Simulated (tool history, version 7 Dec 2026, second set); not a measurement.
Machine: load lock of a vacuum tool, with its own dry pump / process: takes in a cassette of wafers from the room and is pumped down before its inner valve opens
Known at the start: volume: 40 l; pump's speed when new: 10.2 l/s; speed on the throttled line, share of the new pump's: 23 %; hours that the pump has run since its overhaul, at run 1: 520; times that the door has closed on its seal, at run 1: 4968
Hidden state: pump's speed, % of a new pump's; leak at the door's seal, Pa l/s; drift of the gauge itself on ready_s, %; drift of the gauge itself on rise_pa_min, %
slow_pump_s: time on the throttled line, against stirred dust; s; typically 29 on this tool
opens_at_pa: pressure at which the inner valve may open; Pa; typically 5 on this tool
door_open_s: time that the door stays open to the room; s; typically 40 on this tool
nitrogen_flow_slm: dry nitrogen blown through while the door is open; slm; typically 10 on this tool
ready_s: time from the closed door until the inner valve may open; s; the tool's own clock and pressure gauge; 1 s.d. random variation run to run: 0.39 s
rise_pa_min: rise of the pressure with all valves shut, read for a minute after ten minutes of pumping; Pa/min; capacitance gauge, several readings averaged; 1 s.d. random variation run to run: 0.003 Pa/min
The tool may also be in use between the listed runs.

run    hour  slow_pump_s  opens_at_pa  door_open_s  nitrogen_flow_slm  hours that the pump has run since its overhaul  times that the door has closed on its seal  incoming humidity of the room's air, %  ready_s  rise_pa_min
  1       0           29            5           40                 10                                             520                                        4968                                    45.8     61.8        0.103
  2    68.9           29            5           40                 10                                             589                                        5254                                    45.8     62.5        0.112
  3   112.5           29            5           40                 10                                             632                                        5435                                      47     63.2        0.116
  4   199.5           29            5           40                 10                                             719                                        5796                                    45.8     62.8         0.11
  5   241.5           29            5           40                 10                                             761                                        5970                                    46.3     62.5        0.118
  6   294.8           29            5           40                 10                                             815                                        6191                                    45.5     62.3        0.126
  7   352.5           29            5           40                 10                                             872                                        6430                                    44.1     62.4        0.123
  8   411.6           29            5           47                 10                                             931                                        6675                                    43.2     62.4        0.128
  9   468.1           29            5           47                 10                                             988                                        6909                                    44.5     62.3        0.138
 10     528           29            5           47                 10                                            1048                                        7157                                    42.7     62.5        0.139
 11   590.3           29            7           40                 10                                            1110                                        7416                                    43.5     60.9        0.138
 12   637.3           29            7           40                  5                                            1157                                        7610                                    44.5     60.7        0.158
 13   706.9           29            5           40                 10                                            1227                                        7899                                    44.6     62.4        0.148
 14   765.9           29            5           40                 10                                            1286                                        8144                                    45.1     62.6        0.154
 15   850.9           29            5           40                 10                                            1371                                        8496                                    46.5     62.9        0.162
 16   941.3           29            5           40                 10                                            1461                                        8871                                    42.4     62.7         0.16
 17  1001.2           29            5           40                 10                                            1521                                        9119                                    45.7     61.8        0.172
 18  1089.2           29            9           40                 10                                            1609                                        9484                                    46.9       60        0.181
 19  1136.3           43            8          127                 15                                            1656                                        9679                                    46.8     71.1        0.215
 20  1219.9           43            8          127                 15                                            1740                                       10026                                      48     71.4        0.223
 21  1273.3           43            7          127                 15                                            1793                                       10247                                    45.5       72        0.221
 22  1367.5           23            4          127                  6                                            1887                                       10638                                    45.5     59.3        0.254
 23  1440.3           16            7           44                 42                                            1960                                       10940                                    40.7     50.7         0.18
 24  1532.8           58            7          203                 42                                            2053                                       11323                                    44.2     83.2        0.221
 25  1621.4           17            5           42                 10                                            2141                                       11691                                    43.7     53.4         0.22
 26  1679.5           17            5           42                 10                                            2199                                       11931                                    43.6     53.4        0.222
 27  1726.7           29            5           40                 10                                            2246                                       12127                                      47     63.1        0.234
 28  1810.1           28            5           40                 10                                            2330                                       12473                                    46.9     62.2        0.236
 29  1878.9           29            5           79                 30                                            2399                                       12758                                    44.5       63        0.233
 30  1965.5           29            8           36                 24                                            2485                                       13117                                    44.8     60.8        0.235
 31  2045.1           29            8           36                 24                                            2565                                       13447                                    45.2     60.9        0.238
 32  2142.6           29            5           40                 21                                            2662                                       13852                                    44.2     63.1         0.26
 33  2207.9           19            5           42                  9                                            2728                                       14122                                    44.8     55.4        0.281
 34  2294.7           19            5           42                  9                                            2814                                       14482                                    46.2     55.7        0.288
 35    2339           18            5           42                 39                                            2859                                       14666                                    42.3       54        0.263
 36  2382.5           16            5          190                  4                                            2902                                       14846                                    45.4     53.3        0.376

Forecast each of these 4 alternatives for the next run:
  A  2464           37            5           40                  9                                            2984                                       15184                                    49.6        ?            ?
  B  2464           35            5          231                 10                                            2984                                       15184                                    42.7        ?            ?
  C  2464           47            4           35                  4                                            2984                                       15184                                    44.3        ?            ?
  D  2464           29            5           28                 10                                            2984                                       15184                                    44.6        ?            ?

run  ready_s  rise_pa_min
  A     69.3        0.309
  B     67.9        0.363
  C     77.3        0.307
  D     62.9        0.298
Had the tool no hidden state, the same runs would have come out as:
run  ready_s  rise_pa_min
  A     68.1        0.056
  B     66.6        0.112
  C       76        0.054
  D     61.6        0.046
